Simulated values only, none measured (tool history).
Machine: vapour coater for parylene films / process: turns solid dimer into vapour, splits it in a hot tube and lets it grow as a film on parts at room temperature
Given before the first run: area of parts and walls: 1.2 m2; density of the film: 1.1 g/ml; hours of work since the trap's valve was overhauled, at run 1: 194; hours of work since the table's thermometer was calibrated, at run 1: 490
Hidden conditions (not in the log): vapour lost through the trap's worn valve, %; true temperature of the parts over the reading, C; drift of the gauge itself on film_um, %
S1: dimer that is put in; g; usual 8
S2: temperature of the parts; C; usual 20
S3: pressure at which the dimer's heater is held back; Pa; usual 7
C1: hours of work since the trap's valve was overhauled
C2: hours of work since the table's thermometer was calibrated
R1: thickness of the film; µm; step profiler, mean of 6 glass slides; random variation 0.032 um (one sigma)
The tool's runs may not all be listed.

run,hour,S1,S2,S3,C1,C2,R1
1,0,8,20,7,194,490,3.05
2,31.8,8,20,7,216,512,2.97
3,60.6,8,20,7,235,531,3
4,107.6,8,20,7,267,563,2.96
5,155.2,8,20,7,299,595,2.88
6,190.8,6,20,7,323,619,2.18
7,236.5,8,16,7,354,650,3.08
8,285.7,8,16,7,387,683,3.05
# hour 322.1: trap's valve overhauled
9,322.1,13,16,7,0,705,5.45
10,354.7,13,16,3.32,22,727,6.2
11,404,8,20,7,55,760,3.09
12,465,8,15,2.93,96,801,4
13,521.8,8,15,2.93,135,839,3.97
14,580.1,8,15,2.93,174,879,3.92
15,614.3,3,30,7.91,197,902,0.94
16,668.5,6,13,4.05,234,938,2.71
17,696.8,10,30,4.05,253,957,3.51
18,751.7,10,30,4.05,290,995,3.42
19,783.8,8,20,5.72,311,1016,3.02
20,814.4,8,14,2.69,332,1037,3.85
21,849.6,8,15,9.13,356,1061,2.95

The same runs without the tool's hidden state, with the same run-to-run variation:
run,R1
1,3.2
2,3.14
3,3.18
4,3.17
5,3.11
6,2.36
7,3.37
8,3.36
9,5.45
10,6.25
11,3.13
12,4.1
13,4.11
14,4.1
15,0.98
16,2.89
17,3.75
18,3.69
19,3.27
20,4.2
21,3.23

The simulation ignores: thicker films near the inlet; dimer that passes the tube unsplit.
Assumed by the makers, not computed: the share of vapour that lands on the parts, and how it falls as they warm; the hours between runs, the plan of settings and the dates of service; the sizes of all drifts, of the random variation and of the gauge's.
